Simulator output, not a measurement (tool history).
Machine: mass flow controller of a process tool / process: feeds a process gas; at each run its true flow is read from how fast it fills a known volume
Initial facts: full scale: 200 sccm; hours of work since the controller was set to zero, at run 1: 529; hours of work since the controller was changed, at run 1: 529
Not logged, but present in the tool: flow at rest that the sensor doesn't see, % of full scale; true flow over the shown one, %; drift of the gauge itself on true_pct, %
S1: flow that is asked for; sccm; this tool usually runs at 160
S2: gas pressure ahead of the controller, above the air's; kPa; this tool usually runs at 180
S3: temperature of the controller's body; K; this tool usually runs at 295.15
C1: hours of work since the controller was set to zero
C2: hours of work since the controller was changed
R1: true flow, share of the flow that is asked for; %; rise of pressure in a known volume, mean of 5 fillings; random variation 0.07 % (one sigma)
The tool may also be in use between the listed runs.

| run | day | S1 | S2 | S3 | C1 | C2 | R1 |
|---|---|---|---|---|---|---|---|
| 1 | 0 | 160 | 180 | 295.15 | 529 | 529 | 99.31 |
| 2 | 4.588 | 160 | 180 | 295.15 | 604 | 604 | 99.2 |
| 3 | 11.8 | 160 | 175 | 295.15 | 722 | 722 | 99.21 |
| 4 | 15.525 | 160 | 175 | 295.15 | 783 | 783 | 99.2 |
| 5 | 20.033 | 160 | 180 | 295.15 | 857 | 857 | 99.21 |
| 6 | 26.458 | 160 | 180 | 295.15 | 962 | 962 | 99.13 |
| 7 | 33.971 | 160 | 180 | 295.15 | 1085 | 1085 | 99.21 |
| 8 | 40.238 | 160 | 180 | 295.15 | 1188 | 1188 | 99.26 |
| 9 | 45.946 | 160 | 180 | 295.15 | 1281 | 1281 | 99.31 |
| 10 | 51.033 | 91 | 180 | 295.15 | 1364 | 1364 | 97.89 |
| 11 | 59.133 | 160 | 180 | 295.15 | 1497 | 1497 | 99.29 |
| 12 | 66.517 | 160 | 179 | 295.15 | 1617 | 1617 | 99.12 |
| 13 | 73.2 | 160 | 179 | 295.15 | 1727 | 1727 | 99.19 |
| 14 | 79.208 | 160 | 180 | 298.15 | 1825 | 1825 | 99.52 |
| 15 | 84.454 | 160 | 249 | 296.15 | 1911 | 1911 | 99.87 |
| 16 | 91.796 | 160 | 249 | 296.15 | 2031 | 2031 | 99.87 |
| 17 | 95.767 | 122 | 249 | 306.15 | 2096 | 2096 | 99.54 |
| 18 | 101.342 | 122 | 229 | 306.15 | 2187 | 2187 | 99.49 |
| 19 | 105.992 | 52 | 218 | 303.15 | 2263 | 2263 | 97.19 |
| 20 | 112.058 | 52 | 218 | 303.15 | 2362 | 2362 | 97.1 |
| 21 | 121.121 | 94 | 195 | 295.15 | 2511 | 2511 | 97.99 |
| 22 | 130.058 | 40 | 226 | 297.15 | 2657 | 2657 | 96.25 |
| 23 | 134.783 | 53 | 226 | 297.15 | 2734 | 2734 | 96.85 |
| 24 | 141.838 | 122 | 252 | 295.15 | 2850 | 2850 | 99.05 |
| 25 | 145.929 | 30 | 170 | 295.15 | 2917 | 2917 | 94.62 |
| 26 | 154.767 | 30 | 170 | 295.15 | 3061 | 3061 | 94.47 |
| 27 | 161.038 | 160 | 202 | 295.15 | 3164 | 3164 | 99.56 |

Below, each run's measurement less what the same run would have read without the hidden state. Both values contain the same run-to-run variation, but the gauge's scatter may not be the same in both:
| run | R1 |
|---|---|
| 1 | +0.27 |
| 2 | +0.28 |
| 3 | +0.27 |
| 4 | +0.27 |
| 5 | +0.27 |
| 6 | +0.27 |
| 7 | +0.28 |
| 8 | +0.28 |
| 9 | +0.28 |
| 10 | +0.09 |
| 11 | +0.28 |
| 12 | +0.27 |
| 13 | +0.27 |
| 14 | +0.27 |
| 15 | +0.27 |
| 16 | +0.28 |
| 17 | +0.16 |
| 18 | +0.15 |
| 19 | -0.62 |
| 20 | -0.65 |
| 21 | -0.06 |
| 22 | -1.25 |
| 23 | -0.78 |
| 24 | +0.11 |
| 25 | -2.15 |
| 26 | -2.28 |
| 27 | +0.28 |
